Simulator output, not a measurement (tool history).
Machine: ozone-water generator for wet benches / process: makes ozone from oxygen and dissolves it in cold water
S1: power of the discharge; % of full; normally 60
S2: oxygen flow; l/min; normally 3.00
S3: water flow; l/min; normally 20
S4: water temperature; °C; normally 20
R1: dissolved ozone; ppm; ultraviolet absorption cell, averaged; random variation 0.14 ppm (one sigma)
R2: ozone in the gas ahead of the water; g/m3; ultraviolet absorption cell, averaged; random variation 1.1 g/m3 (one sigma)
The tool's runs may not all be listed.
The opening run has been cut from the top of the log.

run,hour,S1,S2,S3,S4,R1,R2
2,30.9,60,3.00,20,20,15.5,201.5
3,53.5,60,3.00,20,20,15.4,204.0
4,85.3,60,3.00,20,20,15.6,203.3
5,100.1,60,3.00,20,14,16.2,202.2
6,123.2,60,3.00,20,14,16.4,203.6
7,151.1,60,3.00,20,14,16.5,203.0
8,172.6,60,3.00,20,14,16.2,203.0
9,202.4,60,3.00,20,14,16.1,201.9
10,218.0,60,3.00,20,14,16.2,202.7
11,234.7,60,3.00,20,14,16.0,201.6
12,258.8,60,3.00,24,20,12.7,203.6
13,278.4,60,3.00,22,20,14.1,202.9
# hour 280.8: water thermometer calibrated
14,302.5,51,3.00,22,20,12.8,186.7
15,325.7,60,3.00,31,20,10.1,202.8
16,342.6,60,3.00,20,20,15.0,201.9
# hour 359.8: water thermometer calibrated, once more
17,372.9,60,5.18,20,20,15.1,145.6
18,393.2,60,3.69,20,24,14.8,176.8
19,420.9,60,1.97,18,20,16.3,262.8
20,443.0,42,2.75,20,24,12.2,174.7
21,465.6,60,4.88,20,21,15.1,149.3
22,481.1,60,3.00,20,18,15.3,202.0
23,514.7,60,3.00,20,18,15.7,202.0

The next listed run, before its measurement:
24,534.4,60,3.00,20,18,?,?

R1: 15.3 ppm
R2: 202.1 g/m3
With no hidden state in the tool, this same run would have given R1 15.9 ppm, R2 207.1 g/m3.
